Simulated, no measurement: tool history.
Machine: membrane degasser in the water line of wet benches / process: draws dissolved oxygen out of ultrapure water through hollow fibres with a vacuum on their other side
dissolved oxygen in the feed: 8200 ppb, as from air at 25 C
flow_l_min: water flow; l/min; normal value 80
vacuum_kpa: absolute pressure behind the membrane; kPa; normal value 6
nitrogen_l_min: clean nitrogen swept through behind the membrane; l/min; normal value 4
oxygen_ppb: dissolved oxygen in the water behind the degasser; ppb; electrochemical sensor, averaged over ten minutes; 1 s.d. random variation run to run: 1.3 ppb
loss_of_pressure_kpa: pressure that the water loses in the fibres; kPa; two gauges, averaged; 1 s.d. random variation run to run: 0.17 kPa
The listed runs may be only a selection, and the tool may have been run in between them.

| run | hour | flow_l_min | vacuum_kpa | nitrogen_l_min | oxygen_ppb | loss_of_pressure_kpa |
|---|---|---|---|---|---|---|
| 1 | 0 | 80 | 6 | 4 | 126.8 | 26.15 |
| 2 | 72.3 | 80 | 3.95 | 4 | 36.4 | 26.29 |
| 3 | 159.2 | 80 | 6 | 4 | 123.2 | 26.35 |
| 4 | 288.8 | 80 | 6 | 4 | 128.3 | 26 |
| 5 | 361.2 | 80 | 6 | 4 | 126.2 | 26.05 |
| 6 | 431.4 | 80 | 6 | 1.6 | 263.6 | 26.27 |
| 7 | 504.4 | 80 | 6 | 1.6 | 261.4 | 26.46 |
| 8 | 623 | 80 | 6 | 1.6 | 266.6 | 26.34 |
| 9 | 696.3 | 57 | 6 | 4 | 91.5 | 18.64 |
| 10 | 848.1 | 80 | 6 | 4 | 125.2 | 26.18 |
| 11 | 956.9 | 80 | 6 | 4.54 | 111.4 | 26.26 |
| 12 | 1067.4 | 80 | 6 | 4 | 125.7 | 26.21 |
| 13 | 1206.1 | 80 | 6 | 4 | 127.1 | 26.23 |
| 14 | 1294.2 | 54 | 14.55 | 2.92 | 454 | 17.61 |
| 15 | 1373.3 | 119 | 4.09 | 2.92 | 95.7 | 38.87 |
| 16 | 1491 | 56 | 13.23 | 3.9 | 319.9 | 18.27 |
| 17 | 1628.3 | 56 | 13.23 | 9.98 | 135.6 | 18 |
| 18 | 1740.8 | 56 | 6.24 | 2.2 | 161 | 18.42 |
| 19 | 1851.1 | 56 | 12.45 | 4.1 | 286.4 | 18.24 |
| 20 | 1975.6 | 56 | 12.45 | 4.1 | 283.8 | 18.22 |
| 21 | 2085.6 | 55 | 5.75 | 2.29 | 132.4 | 18.01 |
| 22 | 2182.2 | 82 | 12.89 | 3.47 | 483.7 | 26.92 |
| 23 | 2289.3 | 114 | 6 | 2.66 | 250.1 | 37.42 |
| 24 | 2385.4 | 68 | 8.81 | 4.18 | 201.9 | 22.11 |
| 25 | 2463.5 | 68 | 8.81 | 4.18 | 205.6 | 22.19 |

What if the next run were any one of these 3? Each begins from the tool's condition after run 25:
| A | 2596.6 | 68 | 8.81 | 2.11 | ? | ? |
| B | 2596.6 | 80 | 6 | 3.52 | ? | ? |
| C | 2596.6 | 56 | 7.88 | 4 | ? | ? |

| run | oxygen_ppb | loss_of_pressure_kpa |
|---|---|---|
| A | 363.8 | 22.25 |
| B | 142.4 | 26.19 |
| C | 149.3 | 18.4 |
Without the tool's hidden state the same runs would have given:
| run | oxygen_ppb | loss_of_pressure_kpa |
|---|---|---|
| A | 363.6 | 22.23 |
| B | 142.2 | 26.16 |
| C | 149.2 | 18.38 |
